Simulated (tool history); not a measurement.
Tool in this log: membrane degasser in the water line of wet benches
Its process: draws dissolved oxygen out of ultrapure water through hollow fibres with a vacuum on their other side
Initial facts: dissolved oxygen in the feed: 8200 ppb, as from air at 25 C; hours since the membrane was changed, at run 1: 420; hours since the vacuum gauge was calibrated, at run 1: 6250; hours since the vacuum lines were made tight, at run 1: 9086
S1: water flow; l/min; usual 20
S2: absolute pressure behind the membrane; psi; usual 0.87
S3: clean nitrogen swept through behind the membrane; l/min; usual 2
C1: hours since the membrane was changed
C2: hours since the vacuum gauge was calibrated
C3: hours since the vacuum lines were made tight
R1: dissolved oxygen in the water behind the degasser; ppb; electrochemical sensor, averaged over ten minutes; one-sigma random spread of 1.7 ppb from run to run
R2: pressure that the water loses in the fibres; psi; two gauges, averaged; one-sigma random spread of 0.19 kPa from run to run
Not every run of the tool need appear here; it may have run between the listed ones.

{"run": 1, "hour": 0.0, "S1": 20, "S2": 0.87, "S3": 2, "C1": 420, "C2": 6250, "C3": 9086, "R1": 178, "R2": 5.947}
{"run": 2, "hour": 74.5, "S1": 20, "S2": 0.87, "S3": 3.33, "C1": 494, "C2": 6325, "C3": 9161, "R1": 148, "R2": 5.913}
{"run": 3, "hour": 190.3, "S1": 20, "S2": 0.87, "S3": 3.33, "C1": 610, "C2": 6440, "C3": 9277, "R1": 148.4, "R2": 5.942}
{"run": 4, "hour": 299.4, "S1": 20, "S2": 0.87, "S3": 3.33, "C1": 719, "C2": 6549, "C3": 9386, "R1": 147.7, "R2": 5.915}
{"run": 5, "hour": 360.3, "S1": 20, "S2": 0.87, "S3": 3.33, "C1": 780, "C2": 6610, "C3": 9447, "R1": 147.9, "R2": 5.941}
{"run": 6, "hour": 412.7, "S1": 20, "S2": 0.571, "S3": 3.33, "C1": 832, "C2": 6663, "C3": 9499, "R1": 120.3, "R2": 5.931}
{"run": 7, "hour": 518.8, "S1": 20, "S2": 0.571, "S3": 0.98, "C1": 939, "C2": 6769, "C3": 9605, "R1": 157.1, "R2": 5.942}
{"run": 8, "hour": 579.1, "S1": 20, "S2": 0.571, "S3": 0.8, "C1": 999, "C2": 6829, "C3": 9666, "R1": 163.6, "R2": 5.926}
{"hour": 586.3, "done": "vacuum gauge calibrated"}
{"run": 9, "hour": 631.2, "S1": 20, "S2": 0.822, "S3": 4.82, "C1": 1050, "C2": 45, "C3": 9717, "R1": 133.2, "R2": 5.952}
{"run": 10, "hour": 683.2, "S1": 23, "S2": 1.227, "S3": 0.94, "C1": 1102, "C2": 97, "C3": 9769, "R1": 457.8, "R2": 6.824}
{"run": 11, "hour": 775.2, "S1": 15, "S2": 0.902, "S3": 1.12, "C1": 1194, "C2": 189, "C3": 9861, "R1": 145.3, "R2": 4.4}
{"run": 12, "hour": 884.3, "S1": 12, "S2": 1.626, "S3": 4.62, "C1": 1304, "C2": 298, "C3": 9970, "R1": 70.6, "R2": 3.569}
{"hour": 981.8, "done": "vacuum gauge calibrated, once more"}
{"run": 13, "hour": 989.2, "S1": 12, "S2": 1.626, "S3": 4.23, "C1": 1408, "C2": 7, "C3": 10075, "R1": 73, "R2": 3.537}

Here are 5 independent what-if runs from the current tool condition. What would each one return?
{"run": "A", "hour": 1051.9, "S1": 23, "S2": 0.956, "S3": 4.23, "C1": 1471, "C2": 70, "C3": 10137, "R1": "?", "R2": "?"}
{"run": "B", "hour": 1051.9, "S1": 20, "S2": 0.893, "S3": 3.15, "C1": 1471, "C2": 70, "C3": 10137, "R1": "?", "R2": "?"}
{"run": "C", "hour": 1051.9, "S1": 12, "S2": 1.626, "S3": 5.27, "C1": 1471, "C2": 70, "C3": 10137, "R1": "?", "R2": "?"}
{"run": "D", "hour": 1051.9, "S1": 21, "S2": 0.534, "S3": 2.16, "C1": 1471, "C2": 70, "C3": 10137, "R1": "?", "R2": "?"}
{"run": "E", "hour": 1051.9, "S1": 13, "S2": 0.87, "S3": 2.34, "C1": 1471, "C2": 70, "C3": 10137, "R1": "?", "R2": "?"}

run=A R1=205.1 R2=6.828
run=B R1=147.4 R2=5.894
run=C R1=59.9 R2=3.561
run=D R1=133.2 R2=6.29
run=E R1=58.1 R2=3.861
Without the tool's unlogged condition, the same runs would have read:
run=A R1=200.9 R2=6.798
run=B R1=143.9 R2=5.867
run=C R1=56.7 R2=3.545
run=D R1=130.4 R2=6.263
run=E R1=55.5 R2=3.843

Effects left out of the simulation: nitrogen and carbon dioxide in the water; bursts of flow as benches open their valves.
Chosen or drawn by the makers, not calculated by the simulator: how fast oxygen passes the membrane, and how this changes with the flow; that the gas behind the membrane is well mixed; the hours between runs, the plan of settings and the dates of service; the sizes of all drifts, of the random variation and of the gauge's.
